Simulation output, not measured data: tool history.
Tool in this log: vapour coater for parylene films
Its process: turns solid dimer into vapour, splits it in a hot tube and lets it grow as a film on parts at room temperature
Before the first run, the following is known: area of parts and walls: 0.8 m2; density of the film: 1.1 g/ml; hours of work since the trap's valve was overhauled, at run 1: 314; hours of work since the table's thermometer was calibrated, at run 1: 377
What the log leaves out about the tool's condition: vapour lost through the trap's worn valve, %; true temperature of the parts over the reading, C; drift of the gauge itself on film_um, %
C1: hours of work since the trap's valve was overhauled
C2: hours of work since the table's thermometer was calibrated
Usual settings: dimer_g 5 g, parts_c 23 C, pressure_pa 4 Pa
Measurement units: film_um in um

Run 1, hour 0: usual settings; C1 314; C2 377. Result: film_um 3.01 um.
Run 2, hour 24.7: usual settings; C1 333; C2 396. Result: film_um 2.96 um.
Run 3, hour 36.9: usual settings but pressure_pa 8.16 Pa; C1 343; C2 406. Result: film_um 2.52 um.
Run 4, hour 62.2: usual settings but pressure_pa 8.16 Pa; C1 363; C2 426. Result: film_um 2.58 um.
At hour 70.5: trap's valve overhauled.
Run 5, hour 87.6: usual settings but pressure_pa 8.16 Pa; C1 13; C2 442. Result: film_um 2.94 um.
Run 6, hour 112.8: usual settings but pressure_pa 8.16 Pa; C1 33; C2 462. Result: film_um 2.87 um.
Run 7, hour 134.2: usual settings but pressure_pa 4.52 Pa; C1 50; C2 479. Result: film_um 3.2 um.
Run 8, hour 159.3: usual settings but pressure_pa 4.52 Pa; C1 70; C2 498. Result: film_um 3.18 um.
Run 9, hour 175.1: usual settings but pressure_pa 4.52 Pa; C1 82; C2 511. Result: film_um 3.13 um.
Run 10, hour 189.8: usual settings but dimer_g 6 g, pressure_pa 4.52 Pa; C1 94; C2 522. Result: film_um 3.84 um.
Run 11, hour 207.8: usual settings but dimer_g 6 g, pressure_pa 4.52 Pa; C1 108; C2 537. Result: film_um 3.74 um.
Run 12, hour 235.5: usual settings but dimer_g 3 g; C1 129; C2 558. Result: film_um 1.92 um.
Run 13, hour 259.3: usual settings but parts_c 31 C; C1 148; C2 577. Result: film_um 2.23 um.
Run 14, hour 279.9: usual settings but parts_c 28 C; C1 164; C2 593. Result: film_um 2.51 um.
Run 15, hour 307.3: usual settings; C1 186; C2 615. Result: film_um 3.15 um.
Run 16, hour 323.3: usual settings; C1 198; C2 627. Result: film_um 3.14 um.
Run 17, hour 348.8: usual settings; C1 218; C2 647. Result: film_um 3.12 um.
Run 18, hour 363.2: usual settings; C1 229; C2 658. Result: film_um 3.09 um.
Run 19, hour 376.8: usual settings; C1 240; C2 669. Result: film_um 3.11 um.
Run 20, hour 388.1: usual settings; C1 249; C2 678. Result: film_um 3.06 um.
Run 21, hour 400.6: usual settings; C1 259; C2 688. Result: film_um 3.1 um.
Run 22, hour 419.8: usual settings; C1 274; C2 703. Result: film_um 3.05 um.
Run 23, hour 439.3: usual settings; C1 289; C2 718. Result: film_um 3.1 um.
Run 24, hour 451.1: usual settings; C1 298; C2 727. Result: film_um 3.02 um.
Run 25, hour 468.2: usual settings but parts_c 30 C, pressure_pa 5.03 Pa; C1 312; C2 741. Result: film_um 2.08 um.
Run 26, hour 489.2: usual settings but parts_c 24 C, pressure_pa 2.03 Pa; C1 328; C2 757. Result: film_um 3.23 um.
Run 27, hour 502.9: usual settings but parts_c 24 C, pressure_pa 2.03 Pa; C1 339; C2 768. Result: film_um 3.24 um.
Run 28, hour 520.2: usual settings but parts_c 28 C, pressure_pa 2.68 Pa; C1 352; C2 781. Result: film_um 2.54 um.
At hour 541.5: trap's valve overhauled.
Run 29, hour 546.8: usual settings but parts_c 28 C, pressure_pa 3.84 Pa; C1 4; C2 799. Result: film_um 2.72 um.
Run 30, hour 564.6: usual settings but dimer_g 7 g, parts_c 16 C, pressure_pa 5.22 Pa; C1 18; C2 813. Result: film_um 6.21 um.
Run 31, hour 586.2: usual settings but parts_c 15 C, pressure_pa 4.58 Pa; C1 35; C2 830. Result: film_um 4.77 um.
Run 32, hour 607.4: usual settings but dimer_g 2 g, parts_c 35 C, pressure_pa 5.69 Pa; C1 52; C2 847. Result: film_um 0.74 um.
Run 33, hour 629.9: usual settings but dimer_g 3 g, parts_c 34 C, pressure_pa 5.02 Pa; C1 69; C2 864. Result: film_um 1.17 um.
Run 34, hour 657: usual settings but dimer_g 4 g, parts_c 33 C, pressure_pa 11.63 Pa; C1 91; C2 885. Result: film_um 1.36 um.
Run 35, hour 678.7: usual settings but pressure_pa 10.39 Pa; C1 108; C2 902. Result: film_um 2.7 um.
Run 36, hour 703.1: usual settings but pressure_pa 10.39 Pa; C1 127; C2 922. Result: film_um 2.65 um.
Run 37, hour 722.2: usual settings but dimer_g 8 g, pressure_pa 10.39 Pa; C1 142; C2 937. Result: film_um 4.34 um.
Run 38, hour 736: usual settings but dimer_g 4 g, parts_c 19 C, pressure_pa 8.86 Pa; C1 152; C2 947. Result: film_um 2.66 um.
Run 39, hour 758.7: usual settings but dimer_g 6 g; C1 170; C2 965. Result: film_um 3.87 um.
Run 40, hour 780.9: usual settings but dimer_g 3 g, parts_c 18 C, pressure_pa 5.59 Pa; C1 188; C2 983. Result: film_um 2.27 um.
Run 41, hour 801.4: usual settings but parts_c 16 C; C1 204; C2 999. Result: film_um 4.4 um.
Run 42, hour 820: usual settings but dimer_g 3 g, parts_c 16 C, pressure_pa 3.15 Pa; C1 218; C2 1013. Result: film_um 2.79 um.
Run 43, hour 845.3: usual settings but parts_c 15 C, pressure_pa 3.36 Pa; C1 238; C2 1033. Result: film_um 4.68 um.
Run 44, hour 857.4: usual settings but pressure_pa 8.99 Pa; C1 248; C2 1043. Result: film_um 2.65 um.
Run 45, hour 876.2: usual settings but pressure_pa 8.99 Pa; C1 262; C2 1057. Result: film_um 2.61 um.
Run 46, hour 898.9: usual settings but parts_c 28 C, pressure_pa 10.9 Pa; C1 280; C2 1075. Result: film_um 2.02 um.
Run 47, hour 917.4: usual settings but dimer_g 2 g, pressure_pa 10.9 Pa; C1 295; C2 1090. Result: film_um 1.01 um.

What if the next run were any one of these 3? Each begins from the tool's condition after run 47:
Run A, hour 936.8: usual settings but dimer_g 7 g, parts_c 20 C, pressure_pa 3.39 Pa; C1 310; C2 1105. Result: film_um ?.
Run B, hour 936.8: usual settings but dimer_g 3 g, pressure_pa 10.9 Pa; C1 310; C2 1105. Result: film_um ?.
Run C, hour 936.8: usual settings but dimer_g 6 g, parts_c 31 C; C1 310; C2 1105. Result: film_um ?.

run  film_um
  A     4.91
  B     1.49
  C     2.51
With the hidden condition removed and each run's random variation left untouched, the same runs would have given:
run  film_um
  A     5.33
  B     1.61
  C     2.72

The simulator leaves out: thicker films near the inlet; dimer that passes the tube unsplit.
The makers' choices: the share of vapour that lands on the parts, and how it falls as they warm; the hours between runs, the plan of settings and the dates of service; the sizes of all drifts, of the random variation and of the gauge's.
